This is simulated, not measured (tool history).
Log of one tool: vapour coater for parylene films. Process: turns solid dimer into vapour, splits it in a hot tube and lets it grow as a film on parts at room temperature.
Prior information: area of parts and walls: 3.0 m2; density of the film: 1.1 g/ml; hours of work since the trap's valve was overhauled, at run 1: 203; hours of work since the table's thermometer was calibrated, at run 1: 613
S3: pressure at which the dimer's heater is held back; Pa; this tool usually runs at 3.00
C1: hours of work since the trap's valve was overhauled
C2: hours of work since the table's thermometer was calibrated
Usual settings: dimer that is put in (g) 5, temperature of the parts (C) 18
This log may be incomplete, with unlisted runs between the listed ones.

run 1 day=0.000 | dimer_that_is_put_in_(g)=5 temperature_of_the_parts_(C)=18 S3=3.00 | C1=203 C2=613 | thickness_of_the_film_(um)=1.098
run 2 day=0.908 | dimer_that_is_put_in_(g)=5 temperature_of_the_parts_(C)=18 S3=3.00 | C1=214 C2=624 | thickness_of_the_film_(um)=1.098
run 3 day=2.604 | dimer_that_is_put_in_(g)=7 temperature_of_the_parts_(C)=18 S3=3.00 | C1=233 C2=644 | thickness_of_the_film_(um)=1.533
run 4 day=3.821 | dimer_that_is_put_in_(g)=7 temperature_of_the_parts_(C)=18 S3=3.00 | C1=247 C2=658 | thickness_of_the_film_(um)=1.529
-- day=4.638 trap's valve overhauled
run 5 day=5.792 | dimer_that_is_put_in_(g)=5 temperature_of_the_parts_(C)=18 S3=10.62 | C1=13 C2=678 | thickness_of_the_film_(um)=0.880
run 6 day=6.733 | dimer_that_is_put_in_(g)=5 temperature_of_the_parts_(C)=18 S3=10.62 | C1=24 C2=689 | thickness_of_the_film_(um)=0.865
run 7 day=7.896 | dimer_that_is_put_in_(g)=5 temperature_of_the_parts_(C)=18 S3=3.00 | C1=38 C2=703 | thickness_of_the_film_(um)=1.124
run 8 day=9.054 | dimer_that_is_put_in_(g)=5 temperature_of_the_parts_(C)=18 S3=3.00 | C1=51 C2=716 | thickness_of_the_film_(um)=1.112
run 9 day=10.654 | dimer_that_is_put_in_(g)=5 temperature_of_the_parts_(C)=18 S3=3.00 | C1=69 C2=734 | thickness_of_the_film_(um)=1.101
run 10 day=12.133 | dimer_that_is_put_in_(g)=5 temperature_of_the_parts_(C)=18 S3=3.00 | C1=86 C2=751 | thickness_of_the_film_(um)=1.101
run 11 day=13.350 | dimer_that_is_put_in_(g)=5 temperature_of_the_parts_(C)=18 S3=3.00 | C1=100 C2=765 | thickness_of_the_film_(um)=1.107
run 12 day=15.062 | dimer_that_is_put_in_(g)=5 temperature_of_the_parts_(C)=18 S3=3.00 | C1=120 C2=785 | thickness_of_the_film_(um)=1.103
run 13 day=16.371 | dimer_that_is_put_in_(g)=5 temperature_of_the_parts_(C)=18 S3=3.00 | C1=135 C2=800 | thickness_of_the_film_(um)=1.093
run 14 day=17.992 | dimer_that_is_put_in_(g)=5 temperature_of_the_parts_(C)=18 S3=3.00 | C1=154 C2=819 | thickness_of_the_film_(um)=1.088
run 15 day=19.496 | dimer_that_is_put_in_(g)=5 temperature_of_the_parts_(C)=18 S3=3.00 | C1=171 C2=836 | thickness_of_the_film_(um)=1.094
run 16 day=21.392 | dimer_that_is_put_in_(g)=5 temperature_of_the_parts_(C)=18 S3=3.00 | C1=193 C2=858 | thickness_of_the_film_(um)=1.093
run 17 day=23.167 | dimer_that_is_put_in_(g)=5 temperature_of_the_parts_(C)=18 S3=3.00 | C1=214 C2=879 | thickness_of_the_film_(um)=1.078
run 18 day=24.783 | dimer_that_is_put_in_(g)=5 temperature_of_the_parts_(C)=18 S3=3.00 | C1=232 C2=897 | thickness_of_the_film_(um)=1.079
run 19 day=26.021 | dimer_that_is_put_in_(g)=5 temperature_of_the_parts_(C)=18 S3=3.53 | C1=247 C2=912 | thickness_of_the_film_(um)=1.048
-- day=26.917 trap's valve overhauled
run 20 day=27.083 | dimer_that_is_put_in_(g)=5 temperature_of_the_parts_(C)=14 S3=3.00 | C1=2 C2=922 | thickness_of_the_film_(um)=1.241
run 21 day=27.929 | dimer_that_is_put_in_(g)=6 temperature_of_the_parts_(C)=17 S3=6.24 | C1=12 C2=932 | thickness_of_the_film_(um)=1.203
run 22 day=28.779 | dimer_that_is_put_in_(g)=6 temperature_of_the_parts_(C)=17 S3=7.85 | C1=21 C2=941 | thickness_of_the_film_(um)=1.171
run 23 day=30.096 | dimer_that_is_put_in_(g)=7 temperature_of_the_parts_(C)=15 S3=4.77 | C1=37 C2=957 | thickness_of_the_film_(um)=1.548
run 24 day=31.417 | dimer_that_is_put_in_(g)=7 temperature_of_the_parts_(C)=15 S3=4.77 | C1=52 C2=972 | thickness_of_the_film_(um)=1.548
run 25 day=33.233 | dimer_that_is_put_in_(g)=4 temperature_of_the_parts_(C)=23 S3=2.80 | C1=73 C2=993 | thickness_of_the_film_(um)=0.802

Run 26 is up next; what results do you expect?
run 26 day=34.500 | dimer_that_is_put_in_(g)=4 temperature_of_the_parts_(C)=14 S3=6.55 | C1=87 C2=1007 | thickness_of_the_film_(um)=?

thickness of the film (um): 0.854
Minus the tool's unlogged condition, the same run would have read thickness of the film (um) 0.865.
